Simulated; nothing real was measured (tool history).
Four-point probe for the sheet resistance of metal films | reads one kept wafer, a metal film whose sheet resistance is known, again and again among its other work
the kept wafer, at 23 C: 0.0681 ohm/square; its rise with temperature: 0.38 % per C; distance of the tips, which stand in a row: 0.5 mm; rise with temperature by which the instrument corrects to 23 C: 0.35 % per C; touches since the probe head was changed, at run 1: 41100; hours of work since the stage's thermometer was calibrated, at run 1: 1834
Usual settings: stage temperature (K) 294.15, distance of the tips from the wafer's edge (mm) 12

run	hour	stage temperature (K)	distance of the tips from the wafer's edge (mm)	touches since the probe head was changed	hours of work since the stage's thermometer was calibrated	sheet resistance as the instrument gives it (ohm/square)
1	0.0	294.15	12	41100	1834	0.068501
2	38.9	294.15	12	42611	1856	0.068481
3	114.4	294.15	12	45545	1898	0.068503
4	184.4	294.15	12	48263	1937	0.068484
5	233.6	294.15	12	50175	1964	0.068467
6	279.8	294.15	12	51971	1990	0.068447
7	322.0	294.15	12	53610	2013	0.068462
8	363.9	294.15	12	55237	2037	0.068434
9	410.5	294.15	12	57048	2063	0.068393
# hour 444.7: stage's thermometer calibrated
10	444.7	294.15	12	58358	0	0.068305
11	517.6	294.15	12	61187	41	0.068305
12	557.0	306.15	12	62720	63	0.068437
13	619.6	306.15	12	65149	97	0.068435
14	680.7	291.15	11	67524	132	0.068239

Run 15 comes next. What will it give?
15	724.4	296.15	3	69221	156	?

{"run 15": {"sheet resistance as the instrument gives it (ohm/square)": 0.069233}}
Without the tool's hidden state the same run would have given sheet resistance as the instrument gives it (ohm/square) 0.069105.

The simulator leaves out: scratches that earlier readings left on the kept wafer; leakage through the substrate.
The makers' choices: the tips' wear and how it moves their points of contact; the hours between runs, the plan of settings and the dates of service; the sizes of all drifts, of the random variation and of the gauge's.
